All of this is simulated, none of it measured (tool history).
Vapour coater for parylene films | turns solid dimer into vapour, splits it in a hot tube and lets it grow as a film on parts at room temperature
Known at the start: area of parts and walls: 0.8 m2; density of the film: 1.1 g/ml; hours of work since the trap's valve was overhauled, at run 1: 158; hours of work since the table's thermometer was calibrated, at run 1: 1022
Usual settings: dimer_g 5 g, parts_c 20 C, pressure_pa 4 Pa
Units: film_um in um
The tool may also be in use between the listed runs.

run,hour,dimer_g,parts_c,pressure_pa,hours of work since the trap's valve was overhauled,hours of work since the table's thermometer was calibrated,film_um
1,0,5,20,4,158,1022,4.11
2,63,5,20,4,209,1073,4.1
3,101.7,5,20,4,240,1104,4.05
# hour 178.1: trap's valve overhauled
4,180.7,5,20,4,2,1165,4.05
5,236.7,5,20,4,47,1210,4.05
6,302.9,5,20,3.49,101,1264,4.18
7,353.3,5,20,3.49,142,1305,4.2
8,408,3,29,2.19,186,1349,1.99
9,475.2,3,18,3.87,240,1403,2.62
10,508,5,25,2.81,267,1430,3.6
# hour 548.8: trap's valve overhauled
11,548.8,7,12,4.87,0,1460,7.27
12,612.1,3,12,5.31,51,1511,3.06
13,690.3,3,12,5.31,114,1574,3.05

3 ways to go on from here, each from the tool as it stands after run 13. What would each give?
A,724.4,2,20,2.88,142,1602,?
B,724.4,6,26,4.16,142,1602,?
C,724.4,3,25,3.57,142,1602,?

run,film_um
A,1.72
B,3.95
C,2.07
Without the tool's hidden state the same runs would have given:
run,film_um
A,1.73
B,3.97
C,2.08

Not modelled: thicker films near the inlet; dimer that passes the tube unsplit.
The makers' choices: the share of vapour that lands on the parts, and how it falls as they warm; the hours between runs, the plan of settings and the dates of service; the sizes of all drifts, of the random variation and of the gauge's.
